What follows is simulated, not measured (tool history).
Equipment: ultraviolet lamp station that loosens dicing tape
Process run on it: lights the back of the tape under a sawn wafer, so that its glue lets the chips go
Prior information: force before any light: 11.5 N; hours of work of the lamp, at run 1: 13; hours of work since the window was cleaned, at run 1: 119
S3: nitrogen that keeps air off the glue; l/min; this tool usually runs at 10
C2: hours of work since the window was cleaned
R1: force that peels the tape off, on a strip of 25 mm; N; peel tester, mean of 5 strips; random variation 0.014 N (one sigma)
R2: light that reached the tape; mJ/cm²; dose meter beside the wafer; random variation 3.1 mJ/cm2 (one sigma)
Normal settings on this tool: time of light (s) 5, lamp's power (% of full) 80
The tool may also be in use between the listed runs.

{"run": 1, "hour": 0.0, "time of light (s)": 5, "lamp's power (% of full)": 80, "S3": 10, "hours of work of the lamp": 13, "C2": 119, "R1": 0.664, "R2": 480}
{"run": 2, "hour": 9.1, "time of light (s)": 5, "lamp's power (% of full)": 80, "S3": 10, "hours of work of the lamp": 17, "C2": 123, "R1": 0.675, "R2": 477}
{"run": 3, "hour": 17.7, "time of light (s)": 5, "lamp's power (% of full)": 67, "S3": 10, "hours of work of the lamp": 21, "C2": 127, "R1": 1.009, "R2": 398}
{"run": 4, "hour": 25.8, "time of light (s)": 5, "lamp's power (% of full)": 97, "S3": 10, "hours of work of the lamp": 24, "C2": 130, "R1": 0.417, "R2": 582}
{"run": 5, "hour": 32.3, "time of light (s)": 5, "lamp's power (% of full)": 97, "S3": 10, "hours of work of the lamp": 27, "C2": 133, "R1": 0.417, "R2": 583}
{"run": 6, "hour": 41.0, "time of light (s)": 5, "lamp's power (% of full)": 80, "S3": 10, "hours of work of the lamp": 30, "C2": 136, "R1": 0.68, "R2": 475}
{"run": 7, "hour": 50.5, "time of light (s)": 5, "lamp's power (% of full)": 80, "S3": 10, "hours of work of the lamp": 34, "C2": 140, "R1": 0.67, "R2": 485}
{"run": 8, "hour": 59.5, "time of light (s)": 5, "lamp's power (% of full)": 80, "S3": 10, "hours of work of the lamp": 38, "C2": 144, "R1": 0.661, "R2": 480}
{"run": 9, "hour": 68.4, "time of light (s)": 5, "lamp's power (% of full)": 80, "S3": 3, "hours of work of the lamp": 41, "C2": 147, "R1": 1.367, "R2": 479}
{"run": 10, "hour": 73.7, "time of light (s)": 5, "lamp's power (% of full)": 80, "S3": 3, "hours of work of the lamp": 44, "C2": 150, "R1": 1.347, "R2": 478}
{"run": 11, "hour": 77.7, "time of light (s)": 5, "lamp's power (% of full)": 80, "S3": 3, "hours of work of the lamp": 45, "C2": 151, "R1": 1.38, "R2": 476}
{"run": 12, "hour": 83.6, "time of light (s)": 5, "lamp's power (% of full)": 80, "S3": 3, "hours of work of the lamp": 48, "C2": 154, "R1": 1.419, "R2": 480}
{"run": 13, "hour": 90.5, "time of light (s)": 5, "lamp's power (% of full)": 73, "S3": 10, "hours of work of the lamp": 50, "C2": 156, "R1": 0.847, "R2": 434}
{"run": 14, "hour": 96.3, "time of light (s)": 5, "lamp's power (% of full)": 73, "S3": 10, "hours of work of the lamp": 53, "C2": 159, "R1": 0.844, "R2": 435}
{"run": 15, "hour": 104.5, "time of light (s)": 5, "lamp's power (% of full)": 73, "S3": 10, "hours of work of the lamp": 56, "C2": 162, "R1": 0.863, "R2": 440}
{"run": 16, "hour": 112.6, "time of light (s)": 5, "lamp's power (% of full)": 80, "S3": 4, "hours of work of the lamp": 60, "C2": 166, "R1": 1.158, "R2": 477}
{"run": 17, "hour": 117.4, "time of light (s)": 5, "lamp's power (% of full)": 80, "S3": 10, "hours of work of the lamp": 61, "C2": 167, "R1": 0.695, "R2": 484}
{"run": 18, "hour": 125.3, "time of light (s)": 5, "lamp's power (% of full)": 80, "S3": 3, "hours of work of the lamp": 65, "C2": 171, "R1": 1.378, "R2": 476}
{"run": 19, "hour": 129.9, "time of light (s)": 5, "lamp's power (% of full)": 80, "S3": 10, "hours of work of the lamp": 67, "C2": 173, "R1": 0.686, "R2": 474}
{"run": 20, "hour": 135.2, "time of light (s)": 5, "lamp's power (% of full)": 80, "S3": 10, "hours of work of the lamp": 69, "C2": 175, "R1": 0.668, "R2": 477}
{"run": 21, "hour": 139.5, "time of light (s)": 5, "lamp's power (% of full)": 80, "S3": 10, "hours of work of the lamp": 71, "C2": 177, "R1": 0.673, "R2": 477}
{"run": 22, "hour": 144.6, "time of light (s)": 5, "lamp's power (% of full)": 66, "S3": 10, "hours of work of the lamp": 73, "C2": 179, "R1": 1.037, "R2": 395}
{"run": 23, "hour": 152.6, "time of light (s)": 2, "lamp's power (% of full)": 60, "S3": 4, "hours of work of the lamp": 76, "C2": 182, "R1": 5.521, "R2": 145}
{"run": 24, "hour": 157.1, "time of light (s)": 5, "lamp's power (% of full)": 64, "S3": 10, "hours of work of the lamp": 78, "C2": 184, "R1": 1.114, "R2": 379}
{"run": 25, "hour": 164.3, "time of light (s)": 5, "lamp's power (% of full)": 64, "S3": 10, "hours of work of the lamp": 81, "C2": 187, "R1": 1.104, "R2": 382}
{"run": 26, "hour": 170.0, "time of light (s)": 4, "lamp's power (% of full)": 80, "S3": 7, "hours of work of the lamp": 83, "C2": 189, "R1": 1.268, "R2": 384}
{"run": 27, "hour": 174.5, "time of light (s)": 4, "lamp's power (% of full)": 78, "S3": 10, "hours of work of the lamp": 85, "C2": 191, "R1": 1.182, "R2": 376}
{"run": 28, "hour": 183.4, "time of light (s)": 7, "lamp's power (% of full)": 94, "S3": 11, "hours of work of the lamp": 88, "C2": 195, "R1": 0.207, "R2": 791}
{"run": 29, "hour": 190.9, "time of light (s)": 7, "lamp's power (% of full)": 94, "S3": 11, "hours of work of the lamp": 92, "C2": 198, "R1": 0.221, "R2": 782}
{"run": 30, "hour": 197.0, "time of light (s)": 5, "lamp's power (% of full)": 68, "S3": 11, "hours of work of the lamp": 94, "C2": 200, "R1": 0.907, "R2": 404}
{"run": 31, "hour": 204.9, "time of light (s)": 5, "lamp's power (% of full)": 69, "S3": 5, "hours of work of the lamp": 97, "C2": 203, "R1": 1.343, "R2": 415}
{"run": 32, "hour": 211.7, "time of light (s)": 8, "lamp's power (% of full)": 80, "S3": 10, "hours of work of the lamp": 100, "C2": 206, "R1": 0.229, "R2": 764}
{"run": 33, "hour": 219.7, "time of light (s)": 4, "lamp's power (% of full)": 72, "S3": 15, "hours of work of the lamp": 103, "C2": 209, "R1": 1.206, "R2": 344}
{"run": 34, "hour": 224.3, "time of light (s)": 4, "lamp's power (% of full)": 72, "S3": 15, "hours of work of the lamp": 105, "C2": 211, "R1": 1.141, "R2": 345}
{"run": 35, "hour": 230.7, "time of light (s)": 7, "lamp's power (% of full)": 72, "S3": 18, "hours of work of the lamp": 108, "C2": 214, "R1": 0.312, "R2": 598}
{"run": 36, "hour": 234.9, "time of light (s)": 10, "lamp's power (% of full)": 80, "S3": 18, "hours of work of the lamp": 110, "C2": 216, "R1": 0.148, "R2": 953}
{"run": 37, "hour": 242.3, "time of light (s)": 5, "lamp's power (% of full)": 80, "S3": 6, "hours of work of the lamp": 113, "C2": 219, "R1": 0.905, "R2": 479}
{"run": 38, "hour": 247.9, "time of light (s)": 5, "lamp's power (% of full)": 79, "S3": 7, "hours of work of the lamp": 115, "C2": 221, "R1": 0.858, "R2": 470}
{"run": 39, "hour": 255.3, "time of light (s)": 3, "lamp's power (% of full)": 87, "S3": 7, "hours of work of the lamp": 118, "C2": 224, "R1": 1.965, "R2": 313}
{"run": 40, "hour": 263.7, "time of light (s)": 5, "lamp's power (% of full)": 80, "S3": 6, "hours of work of the lamp": 121, "C2": 227, "R1": 0.88, "R2": 472}
{"run": 41, "hour": 269.7, "time of light (s)": 5, "lamp's power (% of full)": 95, "S3": 7, "hours of work of the lamp": 124, "C2": 230, "R1": 0.521, "R2": 568}
{"run": 42, "hour": 278.2, "time of light (s)": 5, "lamp's power (% of full)": 95, "S3": 7, "hours of work of the lamp": 127, "C2": 233, "R1": 0.542, "R2": 576}
{"run": 43, "hour": 283.2, "time of light (s)": 5, "lamp's power (% of full)": 95, "S3": 7, "hours of work of the lamp": 129, "C2": 235, "R1": 0.554, "R2": 564}

Forecast each of these 5 alternatives for the next run:
{"run": "A", "hour": 288.2, "time of light (s)": 5, "lamp's power (% of full)": 70, "S3": 4, "hours of work of the lamp": 131, "C2": 237, "R1": "?", "R2": "?"}
{"run": "B", "hour": 288.2, "time of light (s)": 5, "lamp's power (% of full)": 98, "S3": 17, "hours of work of the lamp": 131, "C2": 237, "R1": "?", "R2": "?"}
{"run": "C", "hour": 288.2, "time of light (s)": 3, "lamp's power (% of full)": 95, "S3": 7, "hours of work of the lamp": 131, "C2": 237, "R1": "?", "R2": "?"}
{"run": "D", "hour": 288.2, "time of light (s)": 2, "lamp's power (% of full)": 95, "S3": 7, "hours of work of the lamp": 131, "C2": 237, "R1": "?", "R2": "?"}
{"run": "E", "hour": 288.2, "time of light (s)": 3, "lamp's power (% of full)": 92, "S3": 11, "hours of work of the lamp": 131, "C2": 237, "R1": "?", "R2": "?"}

run=A R1=1.481 R2=421
run=B R1=0.31 R2=582
run=C R1=1.765 R2=336
run=D R1=3.078 R2=223
run=E R1=1.458 R2=328
With no hidden state in the tool, these same runs would have given:
run=A R1=1.479 R2=421
run=B R1=0.309 R2=583
run=C R1=1.762 R2=336
run=D R1=3.075 R2=223
run=E R1=1.456 R2=328
